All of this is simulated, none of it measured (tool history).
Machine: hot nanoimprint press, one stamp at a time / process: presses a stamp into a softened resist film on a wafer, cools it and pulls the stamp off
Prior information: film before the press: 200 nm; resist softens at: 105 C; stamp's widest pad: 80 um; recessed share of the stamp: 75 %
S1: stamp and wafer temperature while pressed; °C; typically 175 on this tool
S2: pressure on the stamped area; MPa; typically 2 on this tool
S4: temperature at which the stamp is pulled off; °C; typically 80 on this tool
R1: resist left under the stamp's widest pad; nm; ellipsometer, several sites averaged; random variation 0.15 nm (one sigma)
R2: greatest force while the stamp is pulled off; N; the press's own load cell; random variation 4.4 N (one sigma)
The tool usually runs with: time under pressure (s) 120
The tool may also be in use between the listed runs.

Run 1, hour 0: usual settings. Result: R1 79.7 nm, R2 216 N.
Run 2, hour 33.3: usual settings. Result: R1 80.2 nm, R2 226 N.
Run 3, hour 85.7: usual settings. Result: R1 79.8 nm, R2 210 N.
Run 4, hour 157.9: usual settings. Result: R1 80.1 nm, R2 214 N.
Run 5, hour 196.3: usual settings. Result: R1 79.9 nm, R2 214 N.
Run 6, hour 226.7: usual settings. Result: R1 79.7 nm, R2 217 N.
Run 7, hour 285.1: usual settings but S2 2.72 MPa. Result: R1 66.5 nm, R2 221 N.
Run 8, hour 353.3: usual settings but S2 2.72 MPa. Result: R1 66.4 nm, R2 219 N.
Run 9, hour 389.8: usual settings. Result: R1 80 nm, R2 215 N.
Run 10, hour 435.4: usual settings. Result: R1 80 nm, R2 207 N.
Run 11, hour 465.9: usual settings but S4 79 °C. Result: R1 79.9 nm, R2 224 N.
Run 12, hour 496.1: usual settings but S2 3.13 MPa. Result: R1 61 nm, R2 209 N.
Run 13, hour 541.2: usual settings but S2 3.13 MPa, time under pressure (s) 91. Result: R1 67.5 nm, R2 216 N.
Run 14, hour 613.2: usual settings but S2 1.45 MPa, time under pressure (s) 91. Result: R1 104.3 nm, R2 215 N.
Run 15, hour 670.7: usual settings but S2 1.45 MPa, time under pressure (s) 91, S4 77 °C. Result: R1 104.6 nm, R2 224 N.
Run 16, hour 737.8: usual settings but S2 1.45 MPa, time under pressure (s) 91, S4 77 °C. Result: R1 104.3 nm, R2 236 N.
Run 17, hour 806.1: usual settings but S1 174 °C, S2 1.42 MPa, S4 74 °C. Result: R1 101.4 nm, R2 244 N.
Run 18, hour 841.7: usual settings but S1 179 °C, S2 2.4 MPa, time under pressure (s) 74, S4 85 °C. Result: R1 70.6 nm, R2 207 N.
Run 19, hour 876.1: usual settings but S1 174 °C, S2 1.36 MPa, time under pressure (s) 74, S4 85 °C. Result: R1 119.1 nm, R2 201 N.
Run 20, hour 926.9: usual settings but S1 168 °C, S2 2.54 MPa. Result: R1 97.9 nm, R2 216 N.
Run 21, hour 996.7: usual settings but S1 168 °C, S2 2.54 MPa. Result: R1 97.9 nm, R2 206 N.
Run 22, hour 1044.3: usual settings but S1 179 °C, S4 72 °C. Result: R1 66.3 nm, R2 247 N.
Run 23, hour 1090: usual settings but S1 179 °C, S2 1.82 MPa, time under pressure (s) 82, S4 72 °C. Result: R1 80.1 nm, R2 237 N.
Run 24, hour 1131.3: usual settings but S1 167 °C, time under pressure (s) 141. Result: R1 111 nm, R2 224 N.
Run 25, hour 1164.7: usual settings but S2 2.17 MPa, time under pressure (s) 141. Result: R1 72.3 nm, R2 216 N.
Run 26, hour 1214.8: usual settings but S2 2.17 MPa, time under pressure (s) 141. Result: R1 72 nm, R2 214 N.
Run 27, hour 1267.6: usual settings but S4 78 °C. Result: R1 79.7 nm, R2 218 N.
Run 28, hour 1324.2: usual settings but S1 166 °C, S2 1.65 MPa, time under pressure (s) 137. Result: R1 127.9 nm, R2 219 N.
Run 29, hour 1356.5: usual settings but S1 166 °C, S2 1.65 MPa, time under pressure (s) 137. Result: R1 127.9 nm, R2 221 N.

Withheld: 6 entries from between the runs. Position of each, and hidden state at the listed run before versus the listed run after:
In the gap between runs 6 and 7: plate thermocouple calibrated (hour 285.1)
  true temperature over the reading, C: 0.02 -> 0; grip of the stamp's worn release coat, % over a new coat's: 0.8 -> 1
In the gap between runs 9 and 10: stamp cleaned and given a new release coat (hour 430.7)
  grip of the stamp's worn release coat, % over a new coat's: 1.3 -> 0
In the gap between runs 15 and 16: plate thermocouple calibrated (hour 708.9)
  true temperature over the reading, C: 0.02 -> 0; grip of the stamp's worn release coat, % over a new coat's: 0.7 -> 0.9
In the gap between runs 19 and 20: stamp cleaned and given a new release coat (hour 926.9)
  grip of the stamp's worn release coat, % over a new coat's: 1.3 -> 0
In the gap between runs 23 and 24: plate thermocouple calibrated (hour 1131.3)
  true temperature over the reading, C: 0.02 -> -0.01; grip of the stamp's worn release coat, % over a new coat's: 0.5 -> 0.6
In the gap between runs 27 and 28: press's hydraulic seals changed and the load cell set to zero (hour 1323.6)
  true temperature over the reading, C: 0 -> 0.01; pressure that arrives at the usual setting, %: 99.86 -> 100; grip of the stamp's worn release coat, % over a new coat's: 1 -> 1.1
